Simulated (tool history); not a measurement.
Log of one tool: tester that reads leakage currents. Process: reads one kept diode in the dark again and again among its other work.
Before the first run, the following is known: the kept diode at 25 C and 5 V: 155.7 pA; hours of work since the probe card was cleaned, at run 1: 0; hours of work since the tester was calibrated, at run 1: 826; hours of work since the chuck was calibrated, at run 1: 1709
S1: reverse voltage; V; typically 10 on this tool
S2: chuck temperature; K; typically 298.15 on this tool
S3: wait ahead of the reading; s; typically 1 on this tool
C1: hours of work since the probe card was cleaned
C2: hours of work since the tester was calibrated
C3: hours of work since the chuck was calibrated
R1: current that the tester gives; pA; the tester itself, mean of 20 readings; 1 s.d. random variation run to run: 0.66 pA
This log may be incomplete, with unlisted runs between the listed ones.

run 1 hour=0 | S1=10 S2=298.15 S3=1 | C1=0 C2=826 C3=1709 | R1=193.5
run 2 hour=158.8 | S1=10 S2=298.15 S3=1 | C1=125 C2=951 C3=1833 | R1=192.06
run 3 hour=249.9 | S1=10 S2=298.15 S3=1 | C1=196 C2=1022 C3=1905 | R1=191.27
run 4 hour=388.7 | S1=10 S2=298.15 S3=1 | C1=305 C2=1131 C3=2014 | R1=190.45
run 5 hour=508.5 | S1=10 S2=298.15 S3=1 | C1=399 C2=1225 C3=2108 | R1=190.25
-- hour=607.6 chuck's temperature calibrated
run 6 hour=718.9 | S1=10 S2=298.15 S3=1 | C1=563 C2=1389 C3=87 | R1=171.37
run 7 hour=879.4 | S1=10 S2=331.15 S3=1 | C1=689 C2=1515 C3=213 | R1=2573.77
run 8 hour=994.7 | S1=10 S2=298.15 S3=1 | C1=779 C2=1605 C3=304 | R1=171.24
run 9 hour=1144.7 | S1=10 S2=298.15 S3=1 | C1=897 C2=1723 C3=421 | R1=170
run 10 hour=1293.7 | S1=10 S2=301.15 S3=1 | C1=1014 C2=1840 C3=538 | R1=219.27
run 11 hour=1413 | S1=10 S2=301.15 S3=1 | C1=1107 C2=1934 C3=632 | R1=219.2
-- hour=1475 chuck's temperature calibrated, once more
-- hour=1508.5 probe card cleaned and baked
run 12 hour=1534.8 | S1=10 S2=301.15 S3=1 | C1=21 C2=2025 C3=45 | R1=292.34
run 13 hour=1736.7 | S1=10 S2=298.15 S3=0.91 | C1=179 C2=2184 C3=203 | R1=223.46
run 14 hour=1839.8 | S1=10 S2=298.15 S3=0.91 | C1=260 C2=2264 C3=284 | R1=222.15
run 15 hour=1992.7 | S1=1.6 S2=298.15 S3=0.91 | C1=380 C2=2385 C3=404 | R1=89.88
run 16 hour=2113.3 | S1=1.6 S2=298.15 S3=0.91 | C1=475 C2=2479 C3=499 | R1=90.17
run 17 hour=2209.8 | S1=10 S2=298.15 S3=1 | C1=550 C2=2555 C3=574 | R1=218.25
run 18 hour=2304.5 | S1=10 S2=298.15 S3=1 | C1=625 C2=2629 C3=649 | R1=219.94
run 19 hour=2427.7 | S1=10 S2=300.15 S3=1 | C1=721 C2=2726 C3=745 | R1=258.77
run 20 hour=2580.3 | S1=10 S2=298.15 S3=2.96 | C1=841 C2=2846 C3=865 | R1=215.88
-- hour=2685.7 tester calibrated
run 21 hour=2700.5 | S1=10 S2=298.15 S3=2.96 | C1=934 C2=12 C3=958 | R1=212
run 22 hour=2829.9 | S1=2.4 S2=294.15 S3=2.96 | C1=1035 C2=113 C3=1059 | R1=72.37
run 23 hour=2969.8 | S1=2.4 S2=298.15 S3=1.9 | C1=1145 C2=223 C3=1169 | R1=103.92
-- hour=3020.3 probe card cleaned and baked
run 24 hour=3137.5 | S1=4.6 S2=298.15 S3=3.95 | C1=92 C2=352 C3=1298 | R1=136.59
run 25 hour=3267.8 | S1=4.6 S2=298.15 S3=3.95 | C1=194 C2=454 C3=1401 | R1=135.78
run 26 hour=3385.7 | S1=4.6 S2=313.15 S3=0.35 | C1=287 C2=547 C3=1493 | R1=499.2
run 27 hour=3543.2 | S1=6.4 S2=312.15 S3=0.84 | C1=410 C2=671 C3=1617 | R1=534.33
run 28 hour=3646.3 | S1=6.4 S2=312.15 S3=0.84 | C1=491 C2=751 C3=1697 | R1=529.17
run 29 hour=3840.7 | S1=11.2 S2=313.15 S3=1 | C1=644 C2=904 C3=1850 | R1=748.73
run 30 hour=3982.2 | S1=2 S2=318.15 S3=2.1 | C1=755 C2=1015 C3=1961 | R1=487.24
run 31 hour=4141.1 | S1=10 S2=300.15 S3=0.78 | C1=879 C2=1140 C3=2086 | R1=232.75
-- hour=4280.4 chuck's temperature calibrated
run 32 hour=4346.5 | S1=7 S2=302.15 S3=0.78 | C1=1039 C2=1299 C3=52 | R1=268.76
run 33 hour=4506 | S1=1.1 S2=297.15 S3=0.99 | C1=1164 C2=1424 C3=177 | R1=69.54
-- hour=4524.6 probe card cleaned and baked
run 34 hour=4709.9 | S1=10 S2=317.15 S3=1.15 | C1=145 C2=1582 C3=335 | R1=1081.5
run 35 hour=4796.5 | S1=10 S2=317.15 S3=1.15 | C1=213 C2=1650 C3=403 | R1=1078.44
run 36 hour=4894.8 | S1=4.2 S2=298.15 S3=1 | C1=290 C2=1727 C3=480 | R1=140.16
run 37 hour=4989.6 | S1=4.2 S2=298.15 S3=1 | C1=365 C2=1802 C3=554 | R1=139.84
run 38 hour=5100.4 | S1=10 S2=298.15 S3=2.77 | C1=452 C2=1888 C3=641 | R1=210.73
run 39 hour=5300.5 | S1=10 S2=298.15 S3=2.77 | C1=609 C2=2045 C3=798 | R1=207.62
run 40 hour=5501.4 | S1=10 S2=298.15 S3=2.77 | C1=766 C2=2203 C3=956 | R1=209.35

Here are 3 independent what-if runs from the current tool condition. What would each one return?
run A hour=5601.4 | S1=4.3 S2=308.15 S3=2.76 | C1=845 C2=2282 C3=1034 | R1=?
run B hour=5601.4 | S1=10 S2=303.15 S3=2.77 | C1=845 C2=2282 C3=1034 | R1=?
run C hour=5601.4 | S1=2.8 S2=311.15 S3=3.36 | C1=845 C2=2282 C3=1034 | R1=?

run=A R1=325.64
run=B R1=323.59
run=C R1=341.84
Stripped of hidden state, with their random variation kept, the same runs would have yielded:
run=A R1=348.49
run=B R1=342.41
run=C R1=366.62
